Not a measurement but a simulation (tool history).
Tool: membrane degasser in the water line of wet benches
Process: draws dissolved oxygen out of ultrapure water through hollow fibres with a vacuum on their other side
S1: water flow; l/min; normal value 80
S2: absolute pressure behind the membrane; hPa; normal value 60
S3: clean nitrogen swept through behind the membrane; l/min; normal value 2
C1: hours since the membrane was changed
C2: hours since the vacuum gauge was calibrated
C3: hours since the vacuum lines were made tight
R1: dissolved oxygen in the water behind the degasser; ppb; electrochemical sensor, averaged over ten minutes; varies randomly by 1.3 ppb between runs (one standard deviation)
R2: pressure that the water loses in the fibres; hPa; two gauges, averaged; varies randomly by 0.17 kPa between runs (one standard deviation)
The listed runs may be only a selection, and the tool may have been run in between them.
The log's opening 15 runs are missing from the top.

run     day   S1     S2    S3    C1   C2    C3     R1     R2
 16  44.683   80     60  0.92  3142  292  2846  407.4  272.2
 17  46.517   71   76.3  0.99  3186  336  2890  538.6  242.7
 18  48.662   71   76.3  0.99  3238  388  2941  540.8  241.9
 19  52.508   80     60  4.22  3330  480  3033  133.1  275.7
     55.071  -- vacuum gauge calibrated, once more
 20  55.467   71  119.2  1.54  3400   10  3104  733.8  243.3
 21  59.271   71  119.2  1.54  3492  101  3195  740.1  244.7
 22    61.3   80     64   1.1  3541  150  3244  395.9  275.4
 23   64.85   80     60   2.6  3626  235  3329  187.2  275.7
 24  66.788   73   74.1  1.47  3672  281  3376  395.2    251
 25   70.45   73   74.1  1.47  3760  369  3463  392.8  250.1
 26  73.892   83     60  1.67  3843  452  3546  268.2  286.7
 27  75.867   80   38.4  3.41  3890  499  3594   41.9  276.9
 28  79.404   80  113.2     2  3975  584  3678  625.6  274.8
 29  83.062   80   63.6  4.72  4063  672  3766  129.6  276.7
 30  85.983   71   90.3  3.28  4133  742  3836    279  245.7
 31  89.712  116   39.9  4.95  4222  831  3926   89.2  402.5
 32  93.879  127   95.5  2.18  4322  931  4026  703.5  437.7

Branching from run 32: 4 alternative next runs. What would each branch give?
  A  96.804  127  96.5  2.18  4393  1002  4096   ?   ?
  B  96.804   63  60.1  5.07  4393  1002  4096   ?   ?
  C  96.804  113  49.2     2  4393  1002  4096   ?   ?
  D  96.804  111    60   1.2  4393  1002  4096   ?   ?

run     R1     R2
  A    707    442
  B   84.5  218.1
  C  222.9  396.2
  D  439.5  390.9
Take away the tool's hidden state, keep each run's random variation, and the runs would have read:
run     R1     R2
  A  692.9  424.1
  B   82.2  209.3
  C  210.5  380.2
  D  427.3  375.2

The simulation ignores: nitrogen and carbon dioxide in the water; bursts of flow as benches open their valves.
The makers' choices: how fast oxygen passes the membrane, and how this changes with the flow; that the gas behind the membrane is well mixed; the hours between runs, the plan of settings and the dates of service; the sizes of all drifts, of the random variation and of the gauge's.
